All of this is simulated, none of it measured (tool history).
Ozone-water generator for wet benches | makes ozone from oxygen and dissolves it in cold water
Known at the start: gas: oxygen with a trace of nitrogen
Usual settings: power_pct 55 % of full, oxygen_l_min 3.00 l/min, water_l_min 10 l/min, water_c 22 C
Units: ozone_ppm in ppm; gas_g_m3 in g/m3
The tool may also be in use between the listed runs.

run 1 day=0.000 | power_pct=55 oxygen_l_min=3.00 water_l_min=10 water_c=22 | ozone_ppm=13.4 gas_g_m3=131.1
run 2 day=1.779 | power_pct=55 oxygen_l_min=3.00 water_l_min=10 water_c=22 | ozone_ppm=13.5 gas_g_m3=132.8
run 3 day=4.604 | power_pct=55 oxygen_l_min=3.00 water_l_min=10 water_c=22 | ozone_ppm=13.6 gas_g_m3=131.8
run 4 day=6.312 | power_pct=55 oxygen_l_min=3.00 water_l_min=9 water_c=22 | ozone_ppm=14.6 gas_g_m3=130.7
run 5 day=9.771 | power_pct=55 oxygen_l_min=3.00 water_l_min=9 water_c=22 | ozone_ppm=14.6 gas_g_m3=131.1
run 6 day=13.204 | power_pct=55 oxygen_l_min=3.00 water_l_min=9 water_c=22 | ozone_ppm=14.4 gas_g_m3=130.5
run 7 day=16.717 | power_pct=55 oxygen_l_min=3.00 water_l_min=10 water_c=22 | ozone_ppm=13.2 gas_g_m3=132.0
run 8 day=19.779 | power_pct=55 oxygen_l_min=3.00 water_l_min=10 water_c=22 | ozone_ppm=13.2 gas_g_m3=131.7
run 9 day=21.904 | power_pct=55 oxygen_l_min=3.00 water_l_min=6 water_c=22 | ozone_ppm=19.3 gas_g_m3=129.3
run 10 day=24.238 | power_pct=55 oxygen_l_min=3.00 water_l_min=6 water_c=22 | ozone_ppm=19.6 gas_g_m3=129.7
run 11 day=25.879 | power_pct=55 oxygen_l_min=2.07 water_l_min=10 water_c=22 | ozone_ppm=12.6 gas_g_m3=151.0
run 12 day=27.542 | power_pct=55 oxygen_l_min=3.00 water_l_min=10 water_c=22 | ozone_ppm=13.0 gas_g_m3=129.4
run 13 day=29.458 | power_pct=55 oxygen_l_min=3.00 water_l_min=10 water_c=22 | ozone_ppm=13.1 gas_g_m3=127.6
run 14 day=31.288 | power_pct=55 oxygen_l_min=2.75 water_l_min=10 water_c=22 | ozone_ppm=13.0 gas_g_m3=133.5
run 15 day=34.258 | power_pct=55 oxygen_l_min=1.71 water_l_min=10 water_c=22 | ozone_ppm=11.9 gas_g_m3=162.6
run 16 day=36.454 | power_pct=55 oxygen_l_min=1.71 water_l_min=10 water_c=22 | ozone_ppm=12.0 gas_g_m3=161.5
-- day=36.704 water thermometer calibrated
run 17 day=38.158 | power_pct=54 oxygen_l_min=3.00 water_l_min=10 water_c=22 | ozone_ppm=13.1 gas_g_m3=126.6
run 18 day=40.833 | power_pct=55 oxygen_l_min=3.00 water_l_min=14 water_c=18 | ozone_ppm=9.9 gas_g_m3=129.8
run 19 day=42.496 | power_pct=59 oxygen_l_min=1.67 water_l_min=8 water_c=22 | ozone_ppm=15.4 gas_g_m3=169.2
run 20 day=45.512 | power_pct=59 oxygen_l_min=1.67 water_l_min=8 water_c=22 | ozone_ppm=15.5 gas_g_m3=172.0
run 21 day=47.529 | power_pct=55 oxygen_l_min=3.00 water_l_min=14 water_c=22 | ozone_ppm=9.4 gas_g_m3=129.4
run 22 day=49.275 | power_pct=55 oxygen_l_min=2.45 water_l_min=13 water_c=22 | ozone_ppm=9.7 gas_g_m3=138.8
run 23 day=52.162 | power_pct=85 oxygen_l_min=2.93 water_l_min=11 water_c=14 | ozone_ppm=18.2 gas_g_m3=176.8
run 24 day=53.883 | power_pct=55 oxygen_l_min=3.27 water_l_min=11 water_c=22 | ozone_ppm=12.2 gas_g_m3=123.5
run 25 day=55.671 | power_pct=63 oxygen_l_min=3.27 water_l_min=11 water_c=19 | ozone_ppm=13.6 gas_g_m3=136.8
run 26 day=58.062 | power_pct=63 oxygen_l_min=3.27 water_l_min=11 water_c=19 | ozone_ppm=13.8 gas_g_m3=136.8
run 27 day=60.238 | power_pct=87 oxygen_l_min=2.48 water_l_min=9 water_c=20 | ozone_ppm=19.7 gas_g_m3=189.6
run 28 day=63.588 | power_pct=87 oxygen_l_min=2.48 water_l_min=13 water_c=20 | ozone_ppm=13.7 gas_g_m3=189.4
run 29 day=65.342 | power_pct=47 oxygen_l_min=1.52 water_l_min=8 water_c=17 | ozone_ppm=13.5 gas_g_m3=150.0
run 30 day=68.883 | power_pct=47 oxygen_l_min=1.52 water_l_min=8 water_c=17 | ozone_ppm=13.5 gas_g_m3=150.1
run 31 day=71.104 | power_pct=42 oxygen_l_min=3.00 water_l_min=7 water_c=22 | ozone_ppm=14.0 gas_g_m3=106.4
run 32 day=73.146 | power_pct=42 oxygen_l_min=3.00 water_l_min=7 water_c=22 | ozone_ppm=14.2 gas_g_m3=105.7
run 33 day=75.042 | power_pct=42 oxygen_l_min=3.00 water_l_min=7 water_c=22 | ozone_ppm=14.2 gas_g_m3=106.3
run 34 day=77.033 | power_pct=42 oxygen_l_min=3.00 water_l_min=14 water_c=25 | ozone_ppm=7.3 gas_g_m3=106.4

3 ways to go on from here, each from the tool as it stands after run 34. What would each give?
run A day=79.912 | power_pct=40 oxygen_l_min=3.00 water_l_min=9 water_c=20 | ozone_ppm=? gas_g_m3=?
run B day=79.912 | power_pct=55 oxygen_l_min=3.00 water_l_min=6 water_c=22 | ozone_ppm=? gas_g_m3=?
run C day=79.912 | power_pct=70 oxygen_l_min=3.00 water_l_min=14 water_c=15 | ozone_ppm=? gas_g_m3=?

run=A ozone_ppm=11.5 gas_g_m3=102.0
run=B ozone_ppm=18.6 gas_g_m3=127.1
run=C ozone_ppm=11.8 gas_g_m3=150.9
Without the tool's hidden state the same runs would have given:
run=A ozone_ppm=13.6 gas_g_m3=107.8
run=B ozone_ppm=21.7 gas_g_m3=137.1
run=C ozone_ppm=14.8 gas_g_m3=165.2
